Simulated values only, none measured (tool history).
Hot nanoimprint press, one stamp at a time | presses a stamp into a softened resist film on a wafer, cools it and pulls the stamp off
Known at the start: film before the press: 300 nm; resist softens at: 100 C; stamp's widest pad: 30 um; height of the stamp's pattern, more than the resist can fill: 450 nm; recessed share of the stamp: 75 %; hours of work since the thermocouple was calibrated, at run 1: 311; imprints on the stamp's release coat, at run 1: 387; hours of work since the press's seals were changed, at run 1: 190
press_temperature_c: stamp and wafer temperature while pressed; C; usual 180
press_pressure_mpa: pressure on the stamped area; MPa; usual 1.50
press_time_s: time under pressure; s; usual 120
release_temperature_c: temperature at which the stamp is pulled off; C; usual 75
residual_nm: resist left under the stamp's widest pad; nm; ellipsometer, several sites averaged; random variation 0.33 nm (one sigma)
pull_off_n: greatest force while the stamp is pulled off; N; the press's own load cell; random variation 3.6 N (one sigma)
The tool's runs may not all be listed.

| run | day | press_temperature_c | press_pressure_mpa | press_time_s | release_temperature_c | hours of work since the thermocouple was calibrated | imprints on the stamp's release coat | hours of work since the press's seals were changed | residual_nm | pull_off_n |
|---|---|---|---|---|---|---|---|---|---|---|
| 1 | 0.000 | 180 | 1.50 | 120 | 75 | 311 | 387 | 190 | 117.4 | 220 |
| 2 | 0.575 | 180 | 1.50 | 120 | 75 | 320 | 457 | 199 | 119.0 | 232 |
| 3 | 0.875 | 180 | 1.50 | 120 | 75 | 324 | 492 | 203 | 118.1 | 228 |
| 4 | 1.188 | 180 | 1.50 | 120 | 75 | 329 | 530 | 208 | 118.8 | 231 |
| 5 | 1.600 | 180 | 1.50 | 120 | 82 | 335 | 580 | 214 | 118.9 | 193 |
| 6 | 1.888 | 180 | 1.50 | 120 | 75 | 340 | 614 | 219 | 118.8 | 237 |
| 7 | 2.433 | 180 | 1.50 | 120 | 75 | 348 | 680 | 227 | 118.5 | 244 |
| 8 | 2.750 | 180 | 1.50 | 120 | 75 | 353 | 718 | 232 | 119.5 | 242 |
| 9 | 3.100 | 180 | 1.50 | 120 | 75 | 358 | 761 | 237 | 119.1 | 232 |
| 10 | 3.412 | 180 | 1.50 | 120 | 75 | 363 | 798 | 242 | 119.4 | 252 |
| 11 | 3.983 | 180 | 1.50 | 120 | 75 | 372 | 867 | 251 | 119.3 | 258 |
| 12 | 4.417 | 180 | 1.50 | 120 | 75 | 379 | 919 | 257 | 118.8 | 253 |
|  | 4.708 | plate thermocouple calibrated |
| 13 | 5.038 | 186 | 0.99 | 120 | 75 | 5 | 979 | 265 | 126.6 | 263 |
| 14 | 5.521 | 180 | 1.03 | 120 | 80 | 12 | 1037 | 272 | 146.8 | 231 |
| 15 | 6.071 | 180 | 1.00 | 165 | 75 | 21 | 1103 | 281 | 134.2 | 272 |
| 16 | 6.471 | 188 | 1.37 | 122 | 80 | 27 | 1151 | 287 | 100.3 | 238 |
| 17 | 6.975 | 187 | 1.37 | 113 | 80 | 35 | 1213 | 295 | 107.1 | 255 |
|  | 7.192 | plate thermocouple calibrated, once more |
| 18 | 7.733 | 187 | 1.37 | 113 | 62 | 8 | 1288 | 304 | 100.7 | 353 |
|  | 8.021 | stamp cleaned and given a new release coat |
| 19 | 8.621 | 188 | 1.14 | 100 | 75 | 18 | 72 | 314 | 113.5 | 202 |
| 20 | 9.229 | 180 | 1.69 | 120 | 75 | 27 | 145 | 324 | 107.7 | 203 |
| 21 | 9.521 | 180 | 1.69 | 120 | 75 | 32 | 181 | 328 | 107.8 | 206 |

Forecast each of these 4 alternatives for the next run:
| A | 9.867 | 188 | 1.69 | 120 | 76 | 37 | 222 | 333 | ? | ? |
| B | 9.867 | 180 | 1.50 | 72 | 75 | 37 | 222 | 333 | ? | ? |
| C | 9.867 | 171 | 1.06 | 149 | 75 | 37 | 222 | 333 | ? | ? |
| D | 9.867 | 180 | 0.94 | 167 | 75 | 37 | 222 | 333 | ? | ? |

| run | residual_nm | pull_off_n |
|---|---|---|
| A | 85.2 | 206 |
| B | 137.8 | 208 |
| C | 166.8 | 207 |
| D | 131.0 | 208 |
Without the tool's hidden state the same runs would have given:
| run | residual_nm | pull_off_n |
|---|---|---|
| A | 83.4 | 193 |
| B | 135.2 | 195 |
| C | 164.3 | 193 |
| D | 129.0 | 195 |

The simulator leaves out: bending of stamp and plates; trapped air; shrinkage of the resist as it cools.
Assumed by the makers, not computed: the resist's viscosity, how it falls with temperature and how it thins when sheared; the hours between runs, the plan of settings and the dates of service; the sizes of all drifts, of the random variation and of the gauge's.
